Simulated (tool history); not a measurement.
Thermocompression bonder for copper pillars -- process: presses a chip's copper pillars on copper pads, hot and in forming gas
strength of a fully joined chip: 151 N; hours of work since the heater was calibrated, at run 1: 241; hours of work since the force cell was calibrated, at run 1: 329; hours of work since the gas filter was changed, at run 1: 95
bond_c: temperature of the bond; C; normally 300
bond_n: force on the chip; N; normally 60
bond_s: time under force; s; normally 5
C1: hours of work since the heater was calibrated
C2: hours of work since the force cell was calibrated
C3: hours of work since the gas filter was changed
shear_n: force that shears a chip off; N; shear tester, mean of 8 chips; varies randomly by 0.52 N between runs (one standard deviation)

Run 1, day 0.000: usual settings; C1 241; C2 329; C3 95. Result: shear_n 52.1 N.
Run 2, day 0.346: usual settings; C1 246; C2 335; C3 100. Result: shear_n 53.6 N.
Run 3, day 0.975: usual settings; C1 255; C2 344; C3 110. Result: shear_n 51.4 N.
Run 4, day 1.408: usual settings but bond_n 84 N; C1 262; C2 351; C3 116. Result: shear_n 64.5 N.
Run 5, day 1.933: usual settings but bond_c 272 C, bond_n 84 N; C1 270; C2 359; C3 124. Result: shear_n 42.9 N.
Run 6, day 2.475: usual settings but bond_c 272 C, bond_n 84 N; C1 278; C2 367; C3 133. Result: shear_n 41.8 N.
Run 7, day 3.100: usual settings but bond_c 272 C, bond_n 84 N; C1 288; C2 377; C3 142. Result: shear_n 42.0 N.
Run 8, day 3.671: usual settings but bond_c 272 C, bond_n 84 N, bond_s 8 s; C1 297; C2 385; C3 151. Result: shear_n 50.6 N.
Run 9, day 4.096: usual settings; C1 303; C2 392; C3 157. Result: shear_n 50.7 N.
Run 10, day 4.471: usual settings; C1 309; C2 398; C3 163. Result: shear_n 50.5 N.
Run 11, day 5.017: usual settings; C1 317; C2 406; C3 171. Result: shear_n 49.9 N.
Run 12, day 5.392: usual settings; C1 323; C2 412; C3 177. Result: shear_n 50.6 N.
Run 13, day 5.796: usual settings but bond_s 7 s; C1 329; C2 418; C3 183. Result: shear_n 56.1 N.
Run 14, day 6.121: usual settings but bond_s 7 s; C1 334; C2 423; C3 188. Result: shear_n 57.5 N.
Run 15, day 6.788: usual settings but bond_s 7 s; C1 344; C2 433; C3 198. Result: shear_n 57.0 N.
Run 16, day 7.458: usual settings; C1 354; C2 443; C3 209. Result: shear_n 49.7 N.
Run 17, day 7.850: usual settings; C1 360; C2 449; C3 214. Result: shear_n 49.8 N.
Run 18, day 8.188: usual settings but bond_c 283 C; C1 365; C2 454; C3 220. Result: shear_n 38.2 N.
At day 8.400: forming gas filter changed.
Run 19, day 8.833: usual settings but bond_n 86 N; C1 375; C2 464; C3 7. Result: shear_n 68.9 N.
Run 20, day 9.108: usual settings but bond_n 86 N, bond_s 9 s; C1 379; C2 468; C3 11. Result: shear_n 83.8 N.
Run 21, day 9.408: usual settings but bond_c 275 C, bond_n 86 N, bond_s 9 s; C1 384; C2 473; C3 15. Result: shear_n 61.4 N.
Run 22, day 9.896: usual settings but bond_c 303 C, bond_n 45 N, bond_s 9 s; C1 391; C2 480; C3 23. Result: shear_n 59.6 N.
Run 23, day 10.275: usual settings but bond_c 308 C, bond_n 64 N, bond_s 7 s; C1 397; C2 486; C3 29. Result: shear_n 71.2 N.
Run 24, day 10.608: usual settings but bond_c 294 C, bond_n 64 N, bond_s 3 s; C1 402; C2 491; C3 34. Result: shear_n 41.9 N.
Run 25, day 10.888: usual settings but bond_c 294 C, bond_n 64 N, bond_s 3 s; C1 406; C2 495; C3 38. Result: shear_n 43.1 N.
Run 26, day 11.392: usual settings but bond_c 294 C, bond_n 64 N, bond_s 3 s; C1 414; C2 503; C3 46. Result: shear_n 42.4 N.
Run 27, day 11.742: usual settings but bond_c 293 C, bond_n 55 N; C1 419; C2 508; C3 51. Result: shear_n 46.3 N.
Run 28, day 12.329: usual settings but bond_c 307 C, bond_n 81 N, bond_s 13 s; C1 428; C2 517; C3 60. Result: shear_n 96.9 N.
At day 12.454: force cell calibrated.
Run 29, day 13.054: usual settings but bond_c 307 C, bond_n 81 N, bond_s 11 s; C1 438; C2 9; C3 70. Result: shear_n 93.3 N.
Run 30, day 13.612: usual settings but bond_n 50 N; C1 447; C2 18; C3 79. Result: shear_n 46.9 N.
Run 31, day 14.042: usual settings but bond_c 328 C, bond_n 89 N, bond_s 4 s; C1 453; C2 24; C3 85. Result: shear_n 88.6 N.
At day 14.267: force cell calibrated, once more.
Run 32, day 14.379: usual settings but bond_c 290 C, bond_n 51 N; C1 458; C2 2; C3 89. Result: shear_n 41.1 N.
Run 33, day 14.871: usual settings but bond_c 290 C, bond_n 51 N; C1 465; C2 9; C3 97. Result: shear_n 40.5 N.
Run 34, day 15.388: usual settings but bond_c 290 C, bond_n 51 N; C1 473; C2 17; C3 105. Result: shear_n 40.8 N.
Run 35, day 15.892: usual settings but bond_c 290 C, bond_n 51 N; C1 481; C2 25; C3 112. Result: shear_n 41.3 N.
Run 36, day 16.288: usual settings but bond_c 290 C, bond_n 51 N; C1 487; C2 31; C3 118. Result: shear_n 41.3 N.
Run 37, day 16.783: usual settings but bond_c 290 C, bond_n 37 N; C1 494; C2 38; C3 126. Result: shear_n 31.9 N.
Run 38, day 17.271: usual settings but bond_c 305 C, bond_n 40 N, bond_s 3 s; C1 502; C2 46; C3 133. Result: shear_n 35.1 N.
Run 39, day 17.804: usual settings but bond_c 305 C, bond_n 40 N, bond_s 3 s; C1 510; C2 54; C3 141. Result: shear_n 34.8 N.

Branching from run 39: 5 alternative next runs. What would each branch give?
Run A, day 18.267: usual settings but bond_c 313 C, bond_n 37 N, bond_s 7 s; C1 517; C2 61; C3 149. Result: shear_n ?.
Run B, day 18.267: usual settings but bond_c 314 C, bond_n 87 N, bond_s 3 s; C1 517; C2 61; C3 149. Result: shear_n ?.
Run C, day 18.267: usual settings but bond_c 319 C, bond_n 40 N, bond_s 3 s; C1 517; C2 61; C3 149. Result: shear_n ?.
Run D, day 18.267: usual settings but bond_c 322 C, bond_n 63 N, bond_s 9 s; C1 517; C2 61; C3 149. Result: shear_n ?.
Run E, day 18.267: usual settings but bond_c 304 C, bond_n 59 N, bond_s 9 s; C1 517; C2 61; C3 149. Result: shear_n ?.

run  shear_n
  A     52.2
  B     66.6
  C     42.8
  D     86.6
  E     67.2
The same runs, with their run-to-run variation unchanged, on a tool lacking any hidden condition would have given:
run  shear_n
  A     53.6
  B     68.7
  C     43.9
  D     90.1
  E     69.3

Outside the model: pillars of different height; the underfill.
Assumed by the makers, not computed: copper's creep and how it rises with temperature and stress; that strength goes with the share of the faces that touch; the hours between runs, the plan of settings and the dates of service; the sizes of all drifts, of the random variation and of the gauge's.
